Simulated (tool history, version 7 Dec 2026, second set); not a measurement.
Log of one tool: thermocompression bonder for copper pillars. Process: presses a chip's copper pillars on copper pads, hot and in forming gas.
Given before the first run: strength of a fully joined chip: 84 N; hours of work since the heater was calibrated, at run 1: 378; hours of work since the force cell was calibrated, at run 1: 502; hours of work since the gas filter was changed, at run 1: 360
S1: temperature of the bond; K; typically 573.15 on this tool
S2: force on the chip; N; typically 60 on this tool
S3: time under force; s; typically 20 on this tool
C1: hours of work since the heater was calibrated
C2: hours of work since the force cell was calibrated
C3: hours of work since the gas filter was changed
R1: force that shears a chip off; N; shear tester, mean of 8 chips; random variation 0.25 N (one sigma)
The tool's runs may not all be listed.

run 1 hour=0.0 | S1=573.15 S2=60 S3=20 | C1=378 C2=502 C3=360 | R1=39.6
-- hour=15.3 forming gas filter changed
run 2 hour=35.0 | S1=573.15 S2=60 S3=20 | C1=393 C2=517 C3=8 | R1=41.7
run 3 hour=59.0 | S1=573.15 S2=60 S3=20 | C1=403 C2=527 C3=19 | R1=41.5
run 4 hour=79.5 | S1=573.15 S2=60 S3=20 | C1=412 C2=536 C3=28 | R1=41.6
run 5 hour=112.8 | S1=573.15 S2=60 S3=20 | C1=426 C2=551 C3=42 | R1=41.1
run 6 hour=141.9 | S1=573.15 S2=69 S3=20 | C1=439 C2=563 C3=55 | R1=43.9
run 7 hour=166.3 | S1=573.15 S2=60 S3=20 | C1=449 C2=574 C3=65 | R1=40.8
run 8 hour=185.6 | S1=573.15 S2=60 S3=20 | C1=458 C2=582 C3=73 | R1=40.7
run 9 hour=221.7 | S1=573.15 S2=60 S3=20 | C1=473 C2=598 C3=89 | R1=41.3
run 10 hour=263.2 | S1=573.15 S2=60 S3=20 | C1=491 C2=616 C3=107 | R1=40.4
run 11 hour=298.0 | S1=573.15 S2=60 S3=20 | C1=506 C2=631 C3=122 | R1=40.4
run 12 hour=327.7 | S1=573.15 S2=60 S3=20 | C1=519 C2=643 C3=135 | R1=40.1
run 13 hour=350.7 | S1=573.15 S2=60 S3=20 | C1=529 C2=653 C3=145 | R1=40.2
run 14 hour=372.9 | S1=573.15 S2=60 S3=20 | C1=539 C2=663 C3=154 | R1=40.1
run 15 hour=398.3 | S1=573.15 S2=60 S3=20 | C1=549 C2=674 C3=165 | R1=40.2
run 16 hour=432.6 | S1=573.15 S2=60 S3=20 | C1=564 C2=689 C3=180 | R1=39.8
run 17 hour=462.2 | S1=573.15 S2=60 S3=20 | C1=577 C2=701 C3=193 | R1=39.9
run 18 hour=487.6 | S1=552.15 S2=60 S3=20 | C1=588 C2=712 C3=204 | R1=32.6
run 19 hour=513.8 | S1=552.15 S2=60 S3=20 | C1=599 C2=724 C3=215 | R1=32.2
run 20 hour=535.9 | S1=573.15 S2=60 S3=23 | C1=609 C2=733 C3=225 | R1=42.0
run 21 hour=560.5 | S1=573.15 S2=67 S3=23 | C1=619 C2=744 C3=235 | R1=44.0
run 22 hour=599.0 | S1=565.15 S2=70 S3=19 | C1=636 C2=760 C3=252 | R1=39.0
run 23 hour=620.5 | S1=597.15 S2=57 S3=13 | C1=645 C2=770 C3=261 | R1=40.9
run 24 hour=652.7 | S1=548.15 S2=43 S3=29 | C1=659 C2=784 C3=275 | R1=29.2
run 25 hour=683.1 | S1=573.15 S2=39 S3=21 | C1=672 C2=797 C3=288 | R1=31.5
run 26 hour=714.8 | S1=554.15 S2=79 S3=13 | C1=686 C2=810 C3=302 | R1=31.8
run 27 hour=739.0 | S1=554.15 S2=79 S3=13 | C1=696 C2=821 C3=312 | R1=31.8
run 28 hour=777.4 | S1=554.15 S2=79 S3=13 | C1=713 C2=837 C3=329 | R1=31.7
run 29 hour=804.0 | S1=575.15 S2=75 S3=13 | C1=724 C2=849 C3=340 | R1=38.0
run 30 hour=834.3 | S1=592.15 S2=52 S3=16 | C1=738 C2=862 C3=353 | R1=39.4
run 31 hour=852.8 | S1=573.15 S2=42 S3=29 | C1=746 C2=870 C3=361 | R1=36.5
-- hour=866.6 forming gas filter changed
run 32 hour=873.8 | S1=552.15 S2=60 S3=29 | C1=754 C2=879 C3=3 | R1=37.8
run 33 hour=894.3 | S1=552.15 S2=60 S3=29 | C1=763 C2=888 C3=12 | R1=37.6
run 34 hour=927.1 | S1=573.15 S2=47 S3=49 | C1=777 C2=902 C3=26 | R1=47.9
run 35 hour=957.9 | S1=560.15 S2=81 S3=20 | C1=791 C2=915 C3=39 | R1=42.0
run 36 hour=979.6 | S1=560.15 S2=81 S3=20 | C1=800 C2=924 C3=49 | R1=42.0
run 37 hour=1020.2 | S1=560.15 S2=81 S3=20 | C1=818 C2=942 C3=66 | R1=41.2
run 38 hour=1061.7 | S1=600.15 S2=60 S3=20 | C1=835 C2=960 C3=84 | R1=49.6

What differs in the tool's unlogged condition from the final listed run ahead of each entry between runs to the first listed run following it?
In the gap between runs 1 and 2: forming gas filter changed (hour 15.3)
  true temperature of the bond over the reading, C: -4.8 -> -4.9; force that reaches the chip, % of what is set: 102.8 -> 102.9; oxide that the forming gas leaves, % of the face: 5.34 -> 0.73
  what was measured, less what the result would be without the hidden state, R1: -3.3 -> -1.3 N
In the gap between runs 31 and 32: forming gas filter changed (hour 866.6)
  true temperature of the bond over the reading, C: -8.7 -> -8.8; oxide that the forming gas leaves, % of the face: 5.59 -> 0.72
  what was measured, less what the result would be without the hidden state, R1: -4.2 -> -2.5 N
